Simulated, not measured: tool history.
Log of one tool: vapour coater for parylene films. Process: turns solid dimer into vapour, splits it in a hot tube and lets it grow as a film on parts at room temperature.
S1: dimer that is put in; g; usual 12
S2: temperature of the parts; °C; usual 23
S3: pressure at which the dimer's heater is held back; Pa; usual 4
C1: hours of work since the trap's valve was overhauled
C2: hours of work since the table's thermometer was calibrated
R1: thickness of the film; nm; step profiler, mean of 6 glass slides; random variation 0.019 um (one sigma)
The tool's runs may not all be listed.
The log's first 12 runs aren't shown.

run	hour	S1	S2	S3	C1	C2	R1
13	510.5	14	23	4	124	1266	2910
14	558.9	14	23	4	151	1293	2940
15	589.6	14	23	4	168	1311	2960
16	625.3	14	23	4	188	1331	2940
17	673.3	14	23	4	215	1358	2880
18	732.3	11	19	2.52	248	1391	2500
19	772.5	16	15	5.11	270	1413	3720
20	839.7	16	15	5.11	308	1451	3710
21	886.5	13	23	4	334	1477	2630
22	929.7	11	23	2.42	359	1501	2230
# hour 980.9: table's thermometer calibrated
23	989.5	11	23	2.42	392	5	2300
# hour 1040.2: trap's valve overhauled
24	1047.5	21	18	2.42	4	35	5160
25	1106.7	13	27	5.04	37	68	2590
26	1173.5	7	33	3.65	75	106	1280
27	1240	10	30	4	112	143	1880
28	1275.7	21	18	2.55	132	163	4970
29	1333.2	5	18	4.46	164	195	1180
30	1383.4	7	18	4.64	192	223	1600
31	1418.1	9	17	3.81	212	243	2100
32	1483.9	12	23	7.31	249	280	2390
33	1541.7	12	23	7.31	281	312	2400

5 ways to go on from here, each from the tool as it stands after run 33. What would each give?
A	1580.5	6	22	2.04	303	334	?
B	1580.5	13	23	11.22	303	334	?
C	1580.5	15	31	8.85	303	334	?
D	1580.5	12	19	2.87	303	334	?
E	1580.5	12	19	11.88	303	334	?

run	R1
A	1300
B	2500
C	2570
D	2690
E	2500
Without the tool's hidden state the same runs would have given:
run	R1
A	1410
B	2700
C	2780
D	2910
E	2700
